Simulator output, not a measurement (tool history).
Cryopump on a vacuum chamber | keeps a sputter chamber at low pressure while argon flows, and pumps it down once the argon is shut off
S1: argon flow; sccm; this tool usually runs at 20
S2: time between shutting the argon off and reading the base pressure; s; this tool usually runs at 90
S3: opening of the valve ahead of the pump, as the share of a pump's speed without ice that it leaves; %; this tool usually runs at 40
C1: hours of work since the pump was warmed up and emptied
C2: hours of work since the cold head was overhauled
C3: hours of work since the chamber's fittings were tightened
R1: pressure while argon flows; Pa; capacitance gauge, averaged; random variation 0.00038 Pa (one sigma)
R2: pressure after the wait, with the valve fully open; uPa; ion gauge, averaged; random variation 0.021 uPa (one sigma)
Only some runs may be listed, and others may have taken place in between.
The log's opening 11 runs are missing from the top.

{"run": 12, "hour": 128.1, "S1": 20, "S2": 104, "S3": 22, "C1": 383, "C2": 383, "C3": 1041, "R1": 0.0837, "R2": 0.95}
{"run": 13, "hour": 135.6, "S1": 20, "S2": 104, "S3": 22, "C1": 388, "C2": 388, "C3": 1045, "R1": 0.0834, "R2": 0.97}
{"run": 14, "hour": 147.5, "S1": 20, "S2": 104, "S3": 22, "C1": 396, "C2": 396, "C3": 1053, "R1": 0.0841, "R2": 0.99}
{"run": 15, "hour": 160.3, "S1": 20, "S2": 104, "S3": 22, "C1": 404, "C2": 404, "C3": 1062, "R1": 0.0841, "R2": 1.01}
{"run": 16, "hour": 167.9, "S1": 20, "S2": 104, "S3": 22, "C1": 409, "C2": 409, "C3": 1067, "R1": 0.0849, "R2": 0.97}
{"run": 17, "hour": 182.5, "S1": 20, "S2": 104, "S3": 37, "C1": 419, "C2": 419, "C3": 1076, "R1": 0.0514, "R2": 1.02}
{"run": 18, "hour": 190.2, "S1": 20, "S2": 104, "S3": 37, "C1": 424, "C2": 424, "C3": 1081, "R1": 0.0508, "R2": 1.03}
{"run": 19, "hour": 198.2, "S1": 9, "S2": 62, "S3": 27, "C1": 429, "C2": 429, "C3": 1086, "R1": 0.031, "R2": 1.2}
{"run": 20, "hour": 213.9, "S1": 9, "S2": 62, "S3": 27, "C1": 439, "C2": 439, "C3": 1097, "R1": 0.0305, "R2": 1.26}
{"run": 21, "hour": 222.2, "S1": 20, "S2": 144, "S3": 43, "C1": 445, "C2": 445, "C3": 1102, "R1": 0.0449, "R2": 0.95}
{"run": 22, "hour": 235.1, "S1": 20, "S2": 53, "S3": 40, "C1": 453, "C2": 453, "C3": 1110, "R1": 0.0475, "R2": 1.33}
{"hour": 242.0, "done": "leaking fittings of the chamber tightened, without venting"}
{"run": 23, "hour": 252.9, "S1": 20, "S2": 53, "S3": 40, "C1": 463, "C2": 463, "C3": 7, "R1": 0.0488, "R2": 0.72}
{"run": 24, "hour": 261.4, "S1": 20, "S2": 53, "S3": 40, "C1": 469, "C2": 469, "C3": 13, "R1": 0.0484, "R2": 0.75}
{"run": 25, "hour": 273.0, "S1": 39, "S2": 276, "S3": 27, "C1": 476, "C2": 476, "C3": 20, "R1": 0.1363, "R2": 0.34}
{"run": 26, "hour": 284.1, "S1": 20, "S2": 55, "S3": 42, "C1": 484, "C2": 484, "C3": 28, "R1": 0.0459, "R2": 0.74}
{"run": 27, "hour": 296.2, "S1": 8, "S2": 55, "S3": 16, "C1": 492, "C2": 492, "C3": 35, "R1": 0.0465, "R2": 0.75}
{"run": 28, "hour": 314.2, "S1": 8, "S2": 55, "S3": 16, "C1": 503, "C2": 503, "C3": 47, "R1": 0.0468, "R2": 0.71}
{"run": 29, "hour": 322.3, "S1": 13, "S2": 158, "S3": 30, "C1": 509, "C2": 509, "C3": 52, "R1": 0.0412, "R2": 0.39}
{"run": 30, "hour": 334.3, "S1": 13, "S2": 158, "S3": 30, "C1": 516, "C2": 516, "C3": 60, "R1": 0.0414, "R2": 0.43}
{"run": 31, "hour": 349.5, "S1": 12, "S2": 90, "S3": 26, "C1": 526, "C2": 526, "C3": 70, "R1": 0.0439, "R2": 0.56}
{"run": 32, "hour": 363.9, "S1": 28, "S2": 210, "S3": 45, "C1": 536, "C2": 536, "C3": 80, "R1": 0.0604, "R2": 0.39}
{"run": 33, "hour": 380.1, "S1": 28, "S2": 43, "S3": 18, "C1": 546, "C2": 546, "C3": 90, "R1": 0.1446, "R2": 0.95}

Consider 3 possible next runs. They are alternatives, not a sequence: every one starts from the tool as it was left by run 33. What does each give?
{"run": "A", "hour": 391.6, "S1": 28, "S2": 208, "S3": 30, "C1": 554, "C2": 554, "C3": 98, "R1": "?", "R2": "?"}
{"run": "B", "hour": 391.6, "S1": 11, "S2": 65, "S3": 31, "C1": 554, "C2": 554, "C3": 98, "R1": "?", "R2": "?"}
{"run": "C", "hour": 391.6, "S1": 11, "S2": 86, "S3": 32, "C1": 554, "C2": 554, "C3": 98, "R1": "?", "R2": "?"}

run=A R1=0.0881 R2=0.40
run=B R1=0.0328 R2=0.73
run=C R1=0.0324 R2=0.60
Take away the tool's hidden state, keep each run's random variation, and the runs would have read:
run=A R1=0.0836 R2=0.33
run=B R1=0.0310 R2=0.65
run=C R1=0.0306 R2=0.53
